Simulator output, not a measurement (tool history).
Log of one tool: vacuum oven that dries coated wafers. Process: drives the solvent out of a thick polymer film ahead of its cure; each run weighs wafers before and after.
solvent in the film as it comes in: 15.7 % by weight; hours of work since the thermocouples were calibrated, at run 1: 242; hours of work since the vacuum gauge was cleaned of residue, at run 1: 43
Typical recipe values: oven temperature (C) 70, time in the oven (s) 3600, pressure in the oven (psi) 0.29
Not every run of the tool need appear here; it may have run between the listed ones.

run     day  oven temperature (C)  time in the oven (s)  pressure in the oven (psi)  hours of work since the thermocouples were calibrated  hours of work since the vacuum gauge was cleaned of residue  solvent left in the film (%)
  1       0                    70                  3600                        0.29                                                    242                                                           43                          1.12
  2   0.442                    70                  3600                        0.29                                                    250                                                           51                          1.21
  3   1.204                    70                  3600                        0.29                                                    264                                                           65                          1.09
  4   2.021                    69                  3600                        0.29                                                    278                                                           79                          1.25
  5    2.75                    69                  3600                        0.29                                                    291                                                           92                          1.25
  6   3.183                    70                  3600                        0.22                                                    299                                                          100                          0.99
  7   4.171                    70                  3600                        0.22                                                    317                                                          118                          0.95
  8     4.7                    70                  3600                        0.29                                                    327                                                          128                          1.09
  9   5.142                    70                  3600                        0.29                                                    335                                                          136                          1.09
 10   5.979                    70                  3600                       0.579                                                    350                                                          151                          1.78
 11   6.542                    70                  3600                       0.579                                                    360                                                          161                          1.81
 12   7.546                    70                  3600                       0.579                                                    378                                                          179                          1.82
 13   8.246                    70                  3600                       0.579                                                    390                                                          192                          1.77
 14   8.871                    70                  3600                       0.579                                                    402                                                          203                          1.78
 15    9.45                    70                  3600                        0.29                                                    412                                                          213                          1.11
 16  10.162                    70                  3600                        0.29                                                    425                                                          226                          1.11
 17  10.896                    84                  3600                       0.927                                                    438                                                          239                          1.28
 18  11.504                    57                  3600                       0.927                                                    449                                                          250                          5.69
 19  12.112                    57                  1860                       0.941                                                    460                                                          261                          7.94
 20  12.579                    58                  5520                       0.883                                                    469                                                          270                           4.2
 21   13.25                    70                  3600                       0.184                                                    481                                                          282                          0.88
 22  13.733                    61                  3600                       0.438                                                    489                                                          291                             3
 23  14.183                    78                  3600                       0.766                                                    498                                                          299                           1.4
 24  14.854                    78                  3600                       0.766                                                    510                                                          311                          1.43
 25  15.317                    70                  2160                        0.29                                                    518                                                          319                          2.24
 26  16.288                    70                  2160                        0.29                                                    535                                                          337                          2.21
 27  17.262                    70                  3600                       0.677                                                    553                                                          354                          2.04
 28  17.725                    70                  3600                       0.677                                                    561                                                          362                          2.04
 29  18.229                    83                  1980                       0.677                                                    570                                                          372                          1.25
 30  18.754                    76                  3600                       0.574                                                    580                                                          381                          1.21
 31  19.733                    57                  3600                       0.574                                                    598                                                          399                          4.42
 32  20.554                    57                  2340                       1.153                                                    612                                                          414                          7.91

Each row is a separate what-if for the run after 32, all from the same tool condition, not one after another. Results?
  A  21.383                    77                  3840                       0.168                                                    627                                                          428                             ?
  B  21.383                    57                  2820                       0.173                                                    627                                                          428                             ?
  C  21.383                    74                  2100                       0.273                                                    627                                                          428                             ?
  D  21.383                    78                  2340                       0.351                                                    627                                                          428                             ?
  E  21.383                    62                  5340                       0.187                                                    627                                                          428                             ?

run  solvent left in the film (%)
  A                          0.41
  B                          3.94
  C                          1.63
  D                          1.04
  E                          1.16
With no hidden state in the tool, these same runs would have given:
run  solvent left in the film (%)
  A                           0.4
  B                          4.21
  C                          1.79
  D                          1.13
  E                          1.22

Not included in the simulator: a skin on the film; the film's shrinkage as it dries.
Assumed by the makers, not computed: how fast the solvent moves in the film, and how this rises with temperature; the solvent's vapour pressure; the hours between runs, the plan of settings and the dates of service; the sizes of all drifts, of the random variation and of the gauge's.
